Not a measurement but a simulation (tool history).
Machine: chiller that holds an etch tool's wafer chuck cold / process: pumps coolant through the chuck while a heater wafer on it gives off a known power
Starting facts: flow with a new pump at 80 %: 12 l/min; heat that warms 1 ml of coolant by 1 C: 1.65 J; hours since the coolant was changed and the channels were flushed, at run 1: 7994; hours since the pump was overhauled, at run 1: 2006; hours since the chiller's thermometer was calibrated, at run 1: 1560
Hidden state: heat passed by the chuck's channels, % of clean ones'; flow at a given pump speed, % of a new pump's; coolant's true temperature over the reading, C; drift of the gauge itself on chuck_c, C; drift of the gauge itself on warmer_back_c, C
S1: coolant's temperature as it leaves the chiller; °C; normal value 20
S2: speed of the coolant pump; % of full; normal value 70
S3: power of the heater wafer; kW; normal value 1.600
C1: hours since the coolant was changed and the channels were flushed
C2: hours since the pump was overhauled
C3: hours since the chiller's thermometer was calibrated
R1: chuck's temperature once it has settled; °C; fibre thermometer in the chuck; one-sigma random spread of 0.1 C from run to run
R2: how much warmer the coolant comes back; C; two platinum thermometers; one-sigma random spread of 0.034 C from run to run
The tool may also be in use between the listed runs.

Run 1, day 0.000: usual settings; C1 7994; C2 2006; C3 1560. Result: R1 33.9 °C, R2 5.68 C.
Run 2, day 5.321: usual settings but S1 12 °C; C1 8122; C2 2133; C3 1688. Result: R1 26.0 °C, R2 5.73 C.
At day 6.708: coolant changed, channels flushed.
Run 3, day 8.650: usual settings but S1 12 °C; C1 47; C2 2207; C3 1762. Result: R1 25.2 °C, R2 5.72 C.
Run 4, day 12.725: usual settings but S1 12 °C; C1 144; C2 2305; C3 1860. Result: R1 25.3 °C, R2 5.73 C.
Run 5, day 15.858: usual settings but S1 12 °C; C1 220; C2 2380; C3 1935. Result: R1 25.1 °C, R2 5.68 C.
Run 6, day 18.383: usual settings but S1 12 °C; C1 280; C2 2441; C3 1995. Result: R1 25.1 °C, R2 5.72 C.
Run 7, day 22.604: usual settings but S1 12 °C; C1 381; C2 2542; C3 2097. Result: R1 25.2 °C, R2 5.75 C.
Run 8, day 28.188: usual settings but S2 84 % of full; C1 515; C2 2676; C3 2231. Result: R1 31.9 °C, R2 4.82 C.
Run 9, day 33.529: usual settings but S2 84 % of full; C1 644; C2 2804; C3 2359. Result: R1 32.1 °C, R2 4.74 C.
Run 10, day 38.088: usual settings but S2 84 % of full; C1 753; C2 2914; C3 2468. Result: R1 32.0 °C, R2 4.86 C.
Run 11, day 43.271: usual settings but S2 84 % of full; C1 878; C2 3038; C3 2593. Result: R1 32.1 °C, R2 4.87 C.
Run 12, day 48.475: usual settings but S1 25 °C; C1 1002; C2 3163; C3 2718. Result: R1 38.4 °C, R2 5.88 C.
Run 13, day 51.346: usual settings but S1 25 °C, S2 88 % of full; C1 1071; C2 3232; C3 2787. Result: R1 36.8 °C, R2 4.61 C.
Run 14, day 54.292: usual settings but S1 25 °C, S2 78 % of full, S3 2.161 kW; C1 1142; C2 3303; C3 2857. Result: R1 41.9 °C, R2 7.05 C.
Run 15, day 59.308: usual settings but S1 17 °C, S2 78 % of full, S3 2.161 kW; C1 1262; C2 3423; C3 2978. Result: R1 34.0 °C, R2 7.04 C.
Run 16, day 62.925: usual settings but S1 17 °C, S2 78 % of full, S3 2.161 kW; C1 1349; C2 3510; C3 3064. Result: R1 34.0 °C, R2 7.10 C.
Run 17, day 66.017: usual settings but S1 12 °C, S2 73 % of full, S3 1.552 kW; C1 1423; C2 3584; C3 3139. Result: R1 24.7 °C, R2 5.39 C.
Run 18, day 70.250: usual settings but S1 25 °C, S2 78 % of full, S3 0.845 kW; C1 1525; C2 3686; C3 3240. Result: R1 31.6 °C, R2 2.82 C.
Run 19, day 75.100: usual settings but S1 27 °C, S2 75 % of full, S3 0.894 kW; C1 1641; C2 3802; C3 3357. Result: R1 34.5 °C, R2 3.04 C.
Run 20, day 77.975: usual settings but S1 14 °C, S2 62 % of full, S3 0.959 kW; C1 1710; C2 3871; C3 3426. Result: R1 22.8 °C, R2 3.93 C.
Run 21, day 82.242: usual settings but S1 14 °C, S2 89 % of full, S3 1.705 kW; C1 1813; C2 3973; C3 3528. Result: R1 26.4 °C, R2 4.95 C.
At day 83.308: chiller's thermometer calibrated.
Run 22, day 85.967: usual settings but S1 15 °C, S2 66 % of full, S3 1.350 kW; C1 1901; C2 4062; C3 64. Result: R1 26.9 °C, R2 5.20 C.

Here are 5 independent what-if runs from the current tool condition. What would each one return?
Run A, day 90.767: usual settings but S1 15 °C, S2 90 % of full, S3 1.350 kW; C1 2016; C2 4177; C3 179. Result: R1 ?, R2 ?.
Run B, day 90.767: usual settings but S3 1.279 kW; C1 2016; C2 4177; C3 179. Result: R1 ?, R2 ?.
Run C, day 90.767: usual settings but S1 15 °C, S2 76 % of full, S3 2.344 kW; C1 2016; C2 4177; C3 179. Result: R1 ?, R2 ?.
Run D, day 90.767: usual settings but S1 19 °C, S2 87 % of full, S3 2.218 kW; C1 2016; C2 4177; C3 179. Result: R1 ?, R2 ?.
Run E, day 90.767: usual settings but S1 15 °C, S2 74 % of full, S3 1.012 kW; C1 2016; C2 4177; C3 179. Result: R1 ?, R2 ?.

run    R1    R2
  A  24.6  3.93
  B  30.7  4.73
  C  33.7  7.94
  D  35.2  6.64
  E  23.3  3.55
With no hidden state in the tool, these same runs would have given:
run    R1    R2
  A  24.0  3.69
  B  30.0  4.43
  C  32.6  7.44
  D  34.3  6.22
  E  22.8  3.32

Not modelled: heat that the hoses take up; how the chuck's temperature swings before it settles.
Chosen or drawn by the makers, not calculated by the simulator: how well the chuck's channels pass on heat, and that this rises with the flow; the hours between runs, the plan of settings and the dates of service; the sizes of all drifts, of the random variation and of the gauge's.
